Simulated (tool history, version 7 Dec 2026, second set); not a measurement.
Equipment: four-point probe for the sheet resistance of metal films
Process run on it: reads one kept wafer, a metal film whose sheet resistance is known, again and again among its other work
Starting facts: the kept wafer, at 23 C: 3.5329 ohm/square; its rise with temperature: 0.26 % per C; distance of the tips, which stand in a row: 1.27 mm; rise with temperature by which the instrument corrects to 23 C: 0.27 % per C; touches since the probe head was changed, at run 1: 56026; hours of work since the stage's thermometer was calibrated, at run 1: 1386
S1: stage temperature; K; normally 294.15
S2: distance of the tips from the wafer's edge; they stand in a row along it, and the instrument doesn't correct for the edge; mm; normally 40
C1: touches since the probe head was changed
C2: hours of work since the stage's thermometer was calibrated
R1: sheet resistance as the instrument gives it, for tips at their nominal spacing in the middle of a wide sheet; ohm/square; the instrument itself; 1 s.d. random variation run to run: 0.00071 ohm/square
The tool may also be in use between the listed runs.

run	hour	S1	S2	C1	C2	R1
1	0.0	294.15	40	56026	1386	3.518768
2	41.5	294.15	40	57769	1412	3.518195
3	75.4	294.15	40	59188	1433	3.518697
4	139.2	294.15	40	61866	1474	3.520338
5	205.1	294.15	40	64628	1515	3.521659
6	259.7	294.15	40	66918	1550	3.521991
7	295.5	294.15	40	68422	1572	3.521912
8	334.8	294.15	40	70072	1597	3.523309
9	370.5	293.15	58	71566	1620	3.521184
10	406.7	291.15	58	73085	1643	3.522421
11	447.3	294.15	9	74787	1668	3.559710
# hour 453.1: new probe head fitted
12	479.6	294.15	9	1112	1688	3.585791

3 ways to go on from here, each from the tool as it stands after run 12. What would each give?
# hour 526.0: stage's thermometer calibrated
A	528.0	293.15	12	3122	1	?
# hour 526.0: stage's thermometer calibrated
B	528.0	297.15	4	3122	1	?
# hour 526.0: stage's thermometer calibrated
C	528.0	302.15	4	3122	1	?

run	R1
A	3.573949
B	3.734981
C	3.732441
With no hidden state in the tool, these same runs would have given:
run	R1
A	3.554921
B	3.715167
C	3.712633

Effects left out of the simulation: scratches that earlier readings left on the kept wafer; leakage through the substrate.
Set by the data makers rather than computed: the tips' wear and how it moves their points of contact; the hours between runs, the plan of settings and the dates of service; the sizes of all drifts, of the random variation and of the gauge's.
